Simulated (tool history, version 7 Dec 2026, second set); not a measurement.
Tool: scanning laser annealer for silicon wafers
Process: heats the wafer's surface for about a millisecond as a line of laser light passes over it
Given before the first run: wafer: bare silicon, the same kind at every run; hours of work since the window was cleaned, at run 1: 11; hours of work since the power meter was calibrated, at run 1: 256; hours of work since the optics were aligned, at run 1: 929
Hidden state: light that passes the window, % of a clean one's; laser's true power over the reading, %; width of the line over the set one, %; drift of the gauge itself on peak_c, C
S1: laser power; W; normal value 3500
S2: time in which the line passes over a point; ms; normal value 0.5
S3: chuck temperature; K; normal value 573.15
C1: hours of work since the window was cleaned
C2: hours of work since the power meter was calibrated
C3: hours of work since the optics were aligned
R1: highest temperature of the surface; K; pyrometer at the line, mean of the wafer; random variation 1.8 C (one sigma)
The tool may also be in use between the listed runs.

Run 1, day 0: usual settings; C1 11; C2 256; C3 929. Result: R1 1347.15 K.
Run 2, day 0.542: usual settings but S1 3396 W; C1 20; C2 265; C3 938. Result: R1 1325.15 K.
Run 3, day 1.083: usual settings but S1 3636 W; C1 29; C2 273; C3 947. Result: R1 1372.15 K.
Run 4, day 1.804: usual settings but S1 3636 W; C1 41; C2 285; C3 959. Result: R1 1373.15 K.
Run 5, day 2.396: usual settings but S1 3636 W; C1 50; C2 295; C3 968. Result: R1 1374.15 K.
Run 6, day 3.088: usual settings but S1 3636 W; C1 61; C2 306; C3 979. Result: R1 1372.15 K.
Run 7, day 3.692: usual settings; C1 71; C2 316; C3 989. Result: R1 1343.15 K.
Run 8, day 4.479: usual settings but S1 3349 W; C1 84; C2 328; C3 1002. Result: R1 1307.15 K.
Run 9, day 4.904: usual settings; C1 91; C2 335; C3 1009. Result: R1 1342.15 K.
Run 10, day 5.504: usual settings; C1 101; C2 345; C3 1019. Result: R1 1341.15 K.
Run 11, day 5.912: usual settings; C1 107; C2 352; C3 1025. Result: R1 1340.15 K.
Run 12, day 6.271: usual settings; C1 113; C2 357; C3 1031. Result: R1 1340.15 K.
Run 13, day 6.625: usual settings; C1 119; C2 363; C3 1037. Result: R1 1343.15 K.
Run 14, day 7.079: usual settings; C1 126; C2 370; C3 1044. Result: R1 1342.15 K.
Run 15, day 7.829: usual settings but S2 0.41 ms, S3 534.15 K; C1 138; C2 383; C3 1056. Result: R1 1222.15 K.
Run 16, day 8.408: usual settings but S2 0.41 ms, S3 534.15 K; C1 148; C2 392; C3 1066. Result: R1 1222.15 K.
Run 17, day 8.862: usual settings but S1 3070 W, S2 0.559 ms; C1 155; C2 399; C3 1073. Result: R1 1283.15 K.
Run 18, day 9.692: usual settings but S1 3668 W, S2 0.36 ms; C1 169; C2 413; C3 1087. Result: R1 1245.15 K.
Run 19, day 10.183: usual settings but S1 3343 W, S2 0.388 ms, S3 569.15 K; C1 176; C2 421; C3 1094. Result: R1 1207.15 K.
Run 20, day 10.792: usual settings but S1 3093 W, S2 0.546 ms, S3 540.15 K; C1 186; C2 431; C3 1104. Result: R1 1249.15 K.
Run 21, day 11.333: usual settings but S1 3093 W, S2 0.546 ms, S3 540.15 K; C1 195; C2 439; C3 1113. Result: R1 1247.15 K.
Run 22, day 12.092: usual settings but S1 3093 W, S2 0.617 ms, S3 548.15 K; C1 207; C2 452; C3 1125. Result: R1 1308.15 K.
Run 23, day 12.612: usual settings but S1 3093 W, S2 0.617 ms, S3 548.15 K; C1 216; C2 460; C3 1134. Result: R1 1303.15 K.
Run 24, day 13.117: usual settings but S1 3096 W, S3 578.15 K; C1 224; C2 468; C3 1142. Result: R1 1253.15 K.
Run 25, day 13.6: usual settings but S1 3551 W, S2 0.394 ms; C1 232; C2 476; C3 1150. Result: R1 1253.15 K.

Below are 4 alternative next runs, each starting from the tool's condition after run 25. Predict each:
Run A, day 14.388: usual settings but S1 3551 W, S2 0.394 ms, S3 597.15 K; C1 245; C2 489; C3 1163. Result: R1 ?.
Run B, day 14.388: usual settings but S1 3551 W, S2 0.408 ms; C1 245; C2 489; C3 1163. Result: R1 ?.
Run C, day 14.388: usual settings but S1 3551 W, S2 0.394 ms, S3 571.15 K; C1 245; C2 489; C3 1163. Result: R1 ?.
Run D, day 14.388: usual settings but S3 574.15 K; C1 245; C2 489; C3 1163. Result: R1 ?.

run       R1
  A  1277.15
  B  1267.15
  C  1249.15
  D  1336.15
Without the tool's unlogged condition, the same runs would have read:
run       R1
  A  1290.15
  B  1280.15
  C  1262.15
  D  1350.15
